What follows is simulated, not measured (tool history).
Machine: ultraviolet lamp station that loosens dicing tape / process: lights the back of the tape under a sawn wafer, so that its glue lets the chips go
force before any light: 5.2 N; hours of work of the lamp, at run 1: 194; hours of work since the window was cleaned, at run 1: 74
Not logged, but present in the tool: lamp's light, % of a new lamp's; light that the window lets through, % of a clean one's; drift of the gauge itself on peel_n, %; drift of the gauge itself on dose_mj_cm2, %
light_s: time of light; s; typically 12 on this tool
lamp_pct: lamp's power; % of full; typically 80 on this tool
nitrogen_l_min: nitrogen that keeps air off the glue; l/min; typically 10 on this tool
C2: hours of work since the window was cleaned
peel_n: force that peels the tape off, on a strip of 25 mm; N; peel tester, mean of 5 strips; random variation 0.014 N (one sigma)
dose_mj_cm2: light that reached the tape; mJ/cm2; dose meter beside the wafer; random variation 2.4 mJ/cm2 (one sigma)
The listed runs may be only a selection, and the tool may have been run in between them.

{"run": 1, "hour": 0.0, "light_s": 12, "lamp_pct": 80, "nitrogen_l_min": 10, "hours of work of the lamp": 194, "C2": 74, "peel_n": 0.663, "dose_mj_cm2": 256}
{"run": 2, "hour": 8.4, "light_s": 12, "lamp_pct": 63, "nitrogen_l_min": 10, "hours of work of the lamp": 200, "C2": 80, "peel_n": 0.977, "dose_mj_cm2": 202}
{"run": 3, "hour": 20.2, "light_s": 12, "lamp_pct": 63, "nitrogen_l_min": 10, "hours of work of the lamp": 208, "C2": 88, "peel_n": 0.936, "dose_mj_cm2": 202}
{"run": 4, "hour": 28.9, "light_s": 12, "lamp_pct": 63, "nitrogen_l_min": 10, "hours of work of the lamp": 214, "C2": 95, "peel_n": 0.996, "dose_mj_cm2": 201}
{"run": 5, "hour": 34.8, "light_s": 12, "lamp_pct": 63, "nitrogen_l_min": 10, "hours of work of the lamp": 218, "C2": 99, "peel_n": 0.969, "dose_mj_cm2": 202}
{"run": 6, "hour": 39.9, "light_s": 12, "lamp_pct": 80, "nitrogen_l_min": 14, "hours of work of the lamp": 222, "C2": 102, "peel_n": 0.582, "dose_mj_cm2": 261}
{"run": 7, "hour": 46.7, "light_s": 12, "lamp_pct": 80, "nitrogen_l_min": 14, "hours of work of the lamp": 227, "C2": 107, "peel_n": 0.586, "dose_mj_cm2": 260}
{"run": 8, "hour": 54.5, "light_s": 12, "lamp_pct": 80, "nitrogen_l_min": 14, "hours of work of the lamp": 232, "C2": 112, "peel_n": 0.57, "dose_mj_cm2": 255}
{"run": 9, "hour": 66.2, "light_s": 12, "lamp_pct": 80, "nitrogen_l_min": 4, "hours of work of the lamp": 240, "C2": 121, "peel_n": 1.033, "dose_mj_cm2": 254}
{"run": 10, "hour": 75.4, "light_s": 12, "lamp_pct": 80, "nitrogen_l_min": 4, "hours of work of the lamp": 247, "C2": 127, "peel_n": 1.046, "dose_mj_cm2": 258}
{"run": 11, "hour": 84.8, "light_s": 21, "lamp_pct": 61, "nitrogen_l_min": 15, "hours of work of the lamp": 253, "C2": 134, "peel_n": 0.374, "dose_mj_cm2": 342}
{"run": 12, "hour": 96.1, "light_s": 21, "lamp_pct": 61, "nitrogen_l_min": 15, "hours of work of the lamp": 261, "C2": 142, "peel_n": 0.395, "dose_mj_cm2": 342}
{"run": 13, "hour": 106.2, "light_s": 9, "lamp_pct": 98, "nitrogen_l_min": 15, "hours of work of the lamp": 268, "C2": 149, "peel_n": 0.646, "dose_mj_cm2": 236}
{"run": 14, "hour": 114.5, "light_s": 9, "lamp_pct": 98, "nitrogen_l_min": 15, "hours of work of the lamp": 274, "C2": 155, "peel_n": 0.658, "dose_mj_cm2": 235}
{"run": 15, "hour": 125.3, "light_s": 9, "lamp_pct": 98, "nitrogen_l_min": 15, "hours of work of the lamp": 282, "C2": 162, "peel_n": 0.647, "dose_mj_cm2": 237}
{"run": 16, "hour": 131.8, "light_s": 13, "lamp_pct": 80, "nitrogen_l_min": 10, "hours of work of the lamp": 286, "C2": 167, "peel_n": 0.609, "dose_mj_cm2": 276}
{"run": 17, "hour": 138.0, "light_s": 13, "lamp_pct": 80, "nitrogen_l_min": 10, "hours of work of the lamp": 291, "C2": 171, "peel_n": 0.578, "dose_mj_cm2": 275}
{"run": 18, "hour": 145.2, "light_s": 8, "lamp_pct": 78, "nitrogen_l_min": 6, "hours of work of the lamp": 296, "C2": 176, "peel_n": 1.478, "dose_mj_cm2": 167}
{"run": 19, "hour": 150.4, "light_s": 14, "lamp_pct": 69, "nitrogen_l_min": 4, "hours of work of the lamp": 299, "C2": 180, "peel_n": 1.023, "dose_mj_cm2": 256}
{"run": 20, "hour": 159.2, "light_s": 9, "lamp_pct": 88, "nitrogen_l_min": 10, "hours of work of the lamp": 305, "C2": 186, "peel_n": 0.901, "dose_mj_cm2": 211}

Forecast each of these 3 alternatives for the next run:
{"run": "A", "hour": 167.2, "light_s": 12, "lamp_pct": 94, "nitrogen_l_min": 14, "hours of work of the lamp": 311, "C2": 192, "peel_n": "?", "dose_mj_cm2": "?"}
{"run": "B", "hour": 167.2, "light_s": 13, "lamp_pct": 65, "nitrogen_l_min": 4, "hours of work of the lamp": 311, "C2": 192, "peel_n": "?", "dose_mj_cm2": "?"}
{"run": "C", "hour": 167.2, "light_s": 11, "lamp_pct": 85, "nitrogen_l_min": 10, "hours of work of the lamp": 311, "C2": 192, "peel_n": "?", "dose_mj_cm2": "?"}

run=A peel_n=0.468 dose_mj_cm2=297
run=B peel_n=1.258 dose_mj_cm2=225
run=C peel_n=0.690 dose_mj_cm2=251
With the hidden condition removed and each run's random variation left untouched, the same runs would have given:
run=A peel_n=0.466 dose_mj_cm2=297
run=B peel_n=1.255 dose_mj_cm2=225
run=C peel_n=0.688 dose_mj_cm2=251
